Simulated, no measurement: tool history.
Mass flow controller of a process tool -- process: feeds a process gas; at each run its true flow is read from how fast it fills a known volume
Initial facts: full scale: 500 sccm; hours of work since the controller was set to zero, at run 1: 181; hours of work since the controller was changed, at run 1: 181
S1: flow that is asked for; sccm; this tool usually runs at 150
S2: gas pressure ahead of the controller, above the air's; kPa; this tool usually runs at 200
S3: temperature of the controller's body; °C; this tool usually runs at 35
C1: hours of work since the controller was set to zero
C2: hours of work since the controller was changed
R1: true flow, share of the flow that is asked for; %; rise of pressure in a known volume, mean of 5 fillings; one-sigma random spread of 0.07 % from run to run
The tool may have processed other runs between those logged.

Run 1, hour 0: usual settings; C1 181; C2 181. Result: R1 96.89 %.
Run 2, hour 131: usual settings; C1 228; C2 228. Result: R1 96.8 %.
Run 3, hour 278.6: usual settings but S1 272 sccm; C1 282; C2 282. Result: R1 97.78 %.
Run 4, hour 524.8: usual settings but S1 272 sccm; C1 371; C2 371. Result: R1 97.64 %.
Run 5, hour 787.2: usual settings; C1 466; C2 466. Result: R1 96.48 %.
Run 6, hour 992.8: usual settings but S3 32 °C; C1 541; C2 541. Result: R1 96.69 %.
Run 7, hour 1215: usual settings but S3 32 °C; C1 621; C2 621. Result: R1 96.63 %.
Run 8, hour 1356.8: usual settings but S3 32 °C; C1 672; C2 672. Result: R1 96.43 %.
Run 9, hour 1524.1: usual settings but S3 32 °C; C1 733; C2 733. Result: R1 96.55 %.
At hour 1544.1: controller's zero set anew.
Run 10, hour 1726: usual settings but S3 32 °C; C1 66; C2 806. Result: R1 96.1 %.
Run 11, hour 1921.8: usual settings; C1 137; C2 877. Result: R1 95.72 %.
Run 12, hour 2135: usual settings; C1 214; C2 954. Result: R1 95.69 %.
Run 13, hour 2340.9: usual settings but S1 71 sccm; C1 289; C2 1028. Result: R1 93.57 %.
Run 14, hour 2468.4: usual settings but S1 71 sccm, S2 175 kPa, S3 30 °C; C1 335; C2 1075. Result: R1 93.94 %.
Run 15, hour 2589.5: usual settings but S1 71 sccm, S2 175 kPa, S3 30 °C; C1 379; C2 1118. Result: R1 93.94 %.
At hour 2819.7: controller's zero set anew, once more.
Run 16, hour 2850.7: usual settings but S1 96 sccm, S2 194 kPa, S3 26 °C; C1 11; C2 1213. Result: R1 97.09 %.
Run 17, hour 3098.4: usual settings but S1 96 sccm, S2 225 kPa, S3 26 °C; C1 101; C2 1303. Result: R1 97.05 %.
Run 18, hour 3329.7: usual settings but S2 199 kPa, S3 21 °C; C1 185; C2 1386. Result: R1 97.82 %.
Run 19, hour 3461.1: usual settings but S2 199 kPa, S3 21 °C; C1 232; C2 1434. Result: R1 97.63 %.
Run 20, hour 3623.8: usual settings but S2 199 kPa, S3 21 °C; C1 291; C2 1493. Result: R1 97.75 %.
Run 21, hour 3806.9: usual settings but S2 186 kPa, S3 24 °C; C1 357; C2 1559. Result: R1 97.42 %.
Run 22, hour 3932.5: usual settings but S1 132 sccm, S2 201 kPa; C1 403; C2 1604. Result: R1 96.4 %.
Run 23, hour 4069.1: usual settings but S1 148 sccm, S2 246 kPa, S3 27 °C; C1 452; C2 1654. Result: R1 96.96 %.
Run 24, hour 4276.8: usual settings but S2 276 kPa, S3 26 °C; C1 528; C2 1729. Result: R1 96.78 %.
Run 25, hour 4454.9: usual settings but S1 70 sccm, S3 26 °C; C1 592; C2 1794. Result: R1 95.95 %.
Run 26, hour 4617.6: usual settings but S1 392 sccm, S2 278 kPa, S3 32 °C; C1 651; C2 1853. Result: R1 98.39 %.

What if the next run were any one of these 3? Each begins from the tool's condition after run 26:
Run A, hour 4818.2: usual settings but S1 276 sccm, S2 278 kPa, S3 29 °C; C1 724; C2 1925. Result: R1 ?.
Run B, hour 4818.2: usual settings but S1 148 sccm; C1 724; C2 1925. Result: R1 ?.
Run C, hour 4818.2: usual settings but S1 269 sccm, S2 233 kPa, S3 21 °C; C1 724; C2 1925. Result: R1 ?.

run     R1
  A  97.53
  B  96.25
  C   98.3
Without the tool's unlogged condition, the same runs would have read:
run     R1
  A  97.93
  B  96.92
  C   98.7
